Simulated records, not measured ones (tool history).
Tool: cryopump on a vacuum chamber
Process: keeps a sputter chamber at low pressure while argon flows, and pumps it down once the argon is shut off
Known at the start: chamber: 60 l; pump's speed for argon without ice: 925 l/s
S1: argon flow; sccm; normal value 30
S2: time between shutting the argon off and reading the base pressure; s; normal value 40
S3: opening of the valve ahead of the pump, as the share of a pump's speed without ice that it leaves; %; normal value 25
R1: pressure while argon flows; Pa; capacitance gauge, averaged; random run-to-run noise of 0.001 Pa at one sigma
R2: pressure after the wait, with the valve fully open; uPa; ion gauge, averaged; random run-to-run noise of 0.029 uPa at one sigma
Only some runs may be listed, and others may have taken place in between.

run    hour  S1   S2  S3      R1    R2
  1       0  30   40  25  0.2199  4.33
  2    27.2  30   40  25  0.2206  4.43
  3    51.8  30   40  25   0.223  4.44
  4   101.8  30   40  25  0.2231  4.57
  5   124.6  30   40  25  0.2247   4.5
  6   167.9  30   40  25  0.2254  4.61
  7   223.5  30   40  25  0.2262  4.83
  8   252.4  30  103  25  0.2254   4.2
  9   297.6  30  103  25  0.2268  4.38
 10   328.2  30   40  25  0.2283  5.05
 11   362.8  17   40  25  0.1301  5.14
 12   409.5  17   40  25  0.1308  5.35
 13     458  30   40  41  0.1469  5.39
 14   494.4  30   40  41  0.1482  5.49
 15   544.9  30   40  31  0.1912  5.64
 16   569.3  30   40  25  0.2361  5.69
 17   602.1  30   40  25  0.2359  5.89
 18   644.7  30   40  25  0.2389  5.78
 19   689.3  43  248  25  0.3444   5.2
 20   728.7  43  248  25  0.3463  5.36
 21   779.2  23   40  25   0.185  6.52
 22   833.1  50  112  43  0.2536  5.93
 23   871.4  23  236  22  0.2106   5.8
      910.8  -- pump warmed up, emptied and cooled again
 24   924.3  30   94  52  0.1069  4.46
 25   957.3  33  113  18  0.3347  4.44
 26     998  16   89  31  0.0955  4.73
 27  1031.2  16  167  31  0.0967  4.47
 28  1059.5  34  204  27  0.2334  4.52
 29  1082.2  24  127  26  0.1718  4.71
 30  1131.7  19  127  33  0.1096  4.86
 31  1186.1  23  125  26  0.1678   5.1
 32  1215.3  23  125  26  0.1682  4.99
 33  1261.4  30  258  19  0.2954     5

Predict each of these 3 candidate next runs independently; none follows another, all start after run 33:
  A  1285.4  36   40  25   ?   ?
  B  1285.4  21  105  25   ?   ?
  C  1285.4  19  164  52   ?   ?

run      R1    R2
  A  0.2751  5.91
  B  0.1603  5.39
  C  0.0722  4.94
Stripped of hidden state, with their random variation kept, the same runs would have yielded:
run      R1    R2
  A  0.2646  1.36
  B  0.1542  0.72
  C  0.0667   0.6

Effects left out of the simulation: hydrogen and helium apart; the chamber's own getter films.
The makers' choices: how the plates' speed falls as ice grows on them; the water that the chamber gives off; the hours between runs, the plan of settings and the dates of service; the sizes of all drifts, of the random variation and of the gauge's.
